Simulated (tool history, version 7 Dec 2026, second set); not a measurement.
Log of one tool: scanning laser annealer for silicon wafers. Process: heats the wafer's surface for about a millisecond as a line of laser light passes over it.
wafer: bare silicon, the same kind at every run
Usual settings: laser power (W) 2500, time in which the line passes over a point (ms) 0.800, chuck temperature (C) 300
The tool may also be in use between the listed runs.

run	hour	laser power (W)	time in which the line passes over a point (ms)	chuck temperature (C)	highest temperature of the surface (C)
1	0.0	2500	0.800	300	1130
2	20.2	2500	0.908	300	1187
3	33.9	2500	0.908	300	1187
4	49.3	2431	0.908	300	1160
5	60.5	2500	0.723	300	1089
6	80.2	2500	0.723	300	1090
7	88.6	2149	0.723	300	979
8	101.5	2149	0.723	300	980

Run 9 comes next. What will it give?
9	111.9	2149	0.723	300	?

{"run 9": {"highest temperature of the surface (C)": 979}}
Without the tool's hidden state the same run would have given highest temperature of the surface (C) 993.
